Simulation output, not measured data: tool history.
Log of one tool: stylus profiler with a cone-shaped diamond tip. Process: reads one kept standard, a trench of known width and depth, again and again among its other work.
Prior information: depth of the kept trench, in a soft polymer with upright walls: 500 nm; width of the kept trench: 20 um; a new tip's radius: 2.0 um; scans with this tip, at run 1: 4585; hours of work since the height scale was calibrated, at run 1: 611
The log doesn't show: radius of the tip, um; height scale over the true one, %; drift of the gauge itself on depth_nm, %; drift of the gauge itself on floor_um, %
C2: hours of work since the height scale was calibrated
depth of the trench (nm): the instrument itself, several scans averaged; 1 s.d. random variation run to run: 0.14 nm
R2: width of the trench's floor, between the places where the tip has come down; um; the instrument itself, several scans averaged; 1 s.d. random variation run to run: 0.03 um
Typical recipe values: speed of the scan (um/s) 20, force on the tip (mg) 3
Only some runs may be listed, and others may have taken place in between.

run 1 hour=0 | speed_of_the_scan_(um/s)=20 force_on_the_tip_(mg)=3 | scans_with_this_tip=4585 C2=611 | depth_of_the_trench_(nm)=505.7 R2=17.12
run 2 hour=48 | speed_of_the_scan_(um/s)=20 force_on_the_tip_(mg)=3 | scans_with_this_tip=4803 C2=640 | depth_of_the_trench_(nm)=505.37 R2=17.06
run 3 hour=86.2 | speed_of_the_scan_(um/s)=48 force_on_the_tip_(mg)=3 | scans_with_this_tip=4976 C2=663 | depth_of_the_trench_(nm)=505.26 R2=16.95
run 4 hour=133.9 | speed_of_the_scan_(um/s)=6 force_on_the_tip_(mg)=3 | scans_with_this_tip=5192 C2=692 | depth_of_the_trench_(nm)=505.68 R2=17.09
run 5 hour=168.9 | speed_of_the_scan_(um/s)=6 force_on_the_tip_(mg)=3 | scans_with_this_tip=5351 C2=713 | depth_of_the_trench_(nm)=505.19 R2=17.08
run 6 hour=213.7 | speed_of_the_scan_(um/s)=20 force_on_the_tip_(mg)=1.61 | scans_with_this_tip=5554 C2=740 | depth_of_the_trench_(nm)=503.36 R2=17.04
run 7 hour=259.5 | speed_of_the_scan_(um/s)=20 force_on_the_tip_(mg)=1.61 | scans_with_this_tip=5762 C2=768 | depth_of_the_trench_(nm)=503.22 R2=16.96
run 8 hour=322.1 | speed_of_the_scan_(um/s)=20 force_on_the_tip_(mg)=1.61 | scans_with_this_tip=6045 C2=805 | depth_of_the_trench_(nm)=503.2 R2=16.97
run 9 hour=376.6 | speed_of_the_scan_(um/s)=36 force_on_the_tip_(mg)=3 | scans_with_this_tip=6292 C2=838 | depth_of_the_trench_(nm)=505.18 R2=16.93
run 10 hour=428.7 | speed_of_the_scan_(um/s)=36 force_on_the_tip_(mg)=3 | scans_with_this_tip=6529 C2=870 | depth_of_the_trench_(nm)=505.08 R2=16.91
run 11 hour=477.4 | speed_of_the_scan_(um/s)=36 force_on_the_tip_(mg)=3 | scans_with_this_tip=6750 C2=899 | depth_of_the_trench_(nm)=505.17 R2=16.93
run 12 hour=532 | speed_of_the_scan_(um/s)=36 force_on_the_tip_(mg)=3 | scans_with_this_tip=6997 C2=932 | depth_of_the_trench_(nm)=504.96 R2=16.93
run 13 hour=585 | speed_of_the_scan_(um/s)=36 force_on_the_tip_(mg)=3 | scans_with_this_tip=7237 C2=964 | depth_of_the_trench_(nm)=505.09 R2=16.9
run 14 hour=623.4 | speed_of_the_scan_(um/s)=36 force_on_the_tip_(mg)=3 | scans_with_this_tip=7412 C2=987 | depth_of_the_trench_(nm)=505.26 R2=16.93
run 15 hour=658.6 | speed_of_the_scan_(um/s)=20 force_on_the_tip_(mg)=3 | scans_with_this_tip=7571 C2=1009 | depth_of_the_trench_(nm)=505.18 R2=16.92
run 16 hour=703.5 | speed_of_the_scan_(um/s)=20 force_on_the_tip_(mg)=1.76 | scans_with_this_tip=7775 C2=1036 | depth_of_the_trench_(nm)=503.15 R2=16.95
run 17 hour=761.4 | speed_of_the_scan_(um/s)=20 force_on_the_tip_(mg)=1.76 | scans_with_this_tip=8037 C2=1071 | depth_of_the_trench_(nm)=503.28 R2=16.89
run 18 hour=789.5 | speed_of_the_scan_(um/s)=20 force_on_the_tip_(mg)=3 | scans_with_this_tip=8164 C2=1088 | depth_of_the_trench_(nm)=504.87 R2=16.93
run 19 hour=829.1 | speed_of_the_scan_(um/s)=27 force_on_the_tip_(mg)=3 | scans_with_this_tip=8344 C2=1112 | depth_of_the_trench_(nm)=504.75 R2=16.92
run 20 hour=857.2 | speed_of_the_scan_(um/s)=27 force_on_the_tip_(mg)=3 | scans_with_this_tip=8471 C2=1129 | depth_of_the_trench_(nm)=504.74 R2=16.92
run 21 hour=909.5 | speed_of_the_scan_(um/s)=27 force_on_the_tip_(mg)=3 | scans_with_this_tip=8708 C2=1160 | depth_of_the_trench_(nm)=504.8 R2=16.9
run 22 hour=957.5 | speed_of_the_scan_(um/s)=20 force_on_the_tip_(mg)=3 | scans_with_this_tip=8926 C2=1189 | depth_of_the_trench_(nm)=504.67 R2=16.86
run 23 hour=1016 | speed_of_the_scan_(um/s)=38 force_on_the_tip_(mg)=3 | scans_with_this_tip=9191 C2=1224 | depth_of_the_trench_(nm)=504.93 R2=16.82
run 24 hour=1045.9 | speed_of_the_scan_(um/s)=20 force_on_the_tip_(mg)=4.42 | scans_with_this_tip=9327 C2=1243 | depth_of_the_trench_(nm)=506.36 R2=16.94
run 25 hour=1094.6 | speed_of_the_scan_(um/s)=20 force_on_the_tip_(mg)=4.42 | scans_with_this_tip=9548 C2=1272 | depth_of_the_trench_(nm)=506.46 R2=16.9
run 26 hour=1122.9 | speed_of_the_scan_(um/s)=20 force_on_the_tip_(mg)=4.42 | scans_with_this_tip=9676 C2=1289 | depth_of_the_trench_(nm)=506.52 R2=16.91
run 27 hour=1171.3 | speed_of_the_scan_(um/s)=40 force_on_the_tip_(mg)=6.59 | scans_with_this_tip=9896 C2=1318 | depth_of_the_trench_(nm)=508.76 R2=16.85
run 28 hour=1230.6 | speed_of_the_scan_(um/s)=12 force_on_the_tip_(mg)=1.18 | scans_with_this_tip=10164 C2=1354 | depth_of_the_trench_(nm)=501.91 R2=16.83
run 29 hour=1278.8 | speed_of_the_scan_(um/s)=16 force_on_the_tip_(mg)=1.54 | scans_with_this_tip=10383 C2=1383 | depth_of_the_trench_(nm)=502.61 R2=16.8
run 30 hour=1308.3 | speed_of_the_scan_(um/s)=28 force_on_the_tip_(mg)=1.57 | scans_with_this_tip=10517 C2=1401 | depth_of_the_trench_(nm)=502.39 R2=16.77
-- hour=1345.9 height scale calibrated on a step standard
run 31 hour=1350.9 | speed_of_the_scan_(um/s)=9 force_on_the_tip_(mg)=4.55 | scans_with_this_tip=10708 C2=3 | depth_of_the_trench_(nm)=507.76 R2=16.82
run 32 hour=1395.8 | speed_of_the_scan_(um/s)=9 force_on_the_tip_(mg)=2.97 | scans_with_this_tip=10911 C2=30 | depth_of_the_trench_(nm)=505.84 R2=16.89
run 33 hour=1448.9 | speed_of_the_scan_(um/s)=9 force_on_the_tip_(mg)=2.28 | scans_with_this_tip=11152 C2=62 | depth_of_the_trench_(nm)=504.73 R2=16.8
run 34 hour=1491.9 | speed_of_the_scan_(um/s)=9 force_on_the_tip_(mg)=2.28 | scans_with_this_tip=11347 C2=88 | depth_of_the_trench_(nm)=504.61 R2=16.79
run 35 hour=1523.5 | speed_of_the_scan_(um/s)=13 force_on_the_tip_(mg)=7.31 | scans_with_this_tip=11490 C2=107 | depth_of_the_trench_(nm)=510.73 R2=16.84
run 36 hour=1573 | speed_of_the_scan_(um/s)=8 force_on_the_tip_(mg)=2.32 | scans_with_this_tip=11714 C2=137 | depth_of_the_trench_(nm)=504.88 R2=16.78
run 37 hour=1630.6 | speed_of_the_scan_(um/s)=7 force_on_the_tip_(mg)=3 | scans_with_this_tip=11976 C2=172 | depth_of_the_trench_(nm)=505.79 R2=16.85
run 38 hour=1658.1 | speed_of_the_scan_(um/s)=20 force_on_the_tip_(mg)=3.34 | scans_with_this_tip=12100 C2=189 | depth_of_the_trench_(nm)=506.21 R2=16.81
run 39 hour=1707.5 | speed_of_the_scan_(um/s)=20 force_on_the_tip_(mg)=3.34 | scans_with_this_tip=12324 C2=218 | depth_of_the_trench_(nm)=506.08 R2=16.73
run 40 hour=1745.5 | speed_of_the_scan_(um/s)=20 force_on_the_tip_(mg)=3.34 | scans_with_this_tip=12497 C2=241 | depth_of_the_trench_(nm)=505.97 R2=16.74
run 41 hour=1794.3 | speed_of_the_scan_(um/s)=20 force_on_the_tip_(mg)=3.34 | scans_with_this_tip=12718 C2=271 | depth_of_the_trench_(nm)=506.05 R2=16.71
run 42 hour=1820.9 | speed_of_the_scan_(um/s)=9 force_on_the_tip_(mg)=3.06 | scans_with_this_tip=12839 C2=287 | depth_of_the_trench_(nm)=505.76 R2=16.74
run 43 hour=1866.1 | speed_of_the_scan_(um/s)=20 force_on_the_tip_(mg)=7.13 | scans_with_this_tip=13043 C2=314 | depth_of_the_trench_(nm)=510.35 R2=16.71
run 44 hour=1916.5 | speed_of_the_scan_(um/s)=51 force_on_the_tip_(mg)=6.72 | scans_with_this_tip=13272 C2=345 | depth_of_the_trench_(nm)=509.71 R2=16.65
run 45 hour=1956.8 | speed_of_the_scan_(um/s)=51 force_on_the_tip_(mg)=6.72 | scans_with_this_tip=13454 C2=369 | depth_of_the_trench_(nm)=509.78 R2=16.65
run 46 hour=2006.5 | speed_of_the_scan_(um/s)=24 force_on_the_tip_(mg)=2.09 | scans_with_this_tip=13680 C2=399 | depth_of_the_trench_(nm)=504.11 R2=16.67

Some steps in depth of the trench (nm), run to run, broken into two amounts with sign: the step expected even without the hidden condition (settings, incoming material, random variation), and the rest, left for the hidden condition together with whatever gauge scatter is not in both the measured and the hidden-condition-free result:
Run 16 -> 17: no setting touched and nothing written in the log between the runs. depth of the trench (nm) +0.13: hidden state -0.05, all else +0.18.
Run 26 -> 27: speed of the scan (um/s) 20 -> 40, force on the tip (mg) 4.42 -> 6.59. depth of the trench (nm) +2.24: hidden state -0.05, all else +2.29.
Run 27 -> 28: speed of the scan (um/s) 40 -> 12, force on the tip (mg) 6.59 -> 1.18. depth of the trench (nm) -6.85: hidden state -0.02, all else -6.83.
Run 30 -> 31: speed of the scan (um/s) 28 -> 9, force on the tip (mg) 1.57 -> 4.55, height scale calibrated on a step standard. depth of the trench (nm) +5.37: hidden state +1.35, all else +4.02.
Run 34 -> 35: speed of the scan (um/s) 9 -> 13, force on the tip (mg) 2.28 -> 7.31. depth of the trench (nm) +6.12: hidden state -0.03, all else +6.15.
Run 35 -> 36: speed of the scan (um/s) 13 -> 8, force on the tip (mg) 7.31 -> 2.32. depth of the trench (nm) -5.85: hidden state -0.04, all else -5.81.
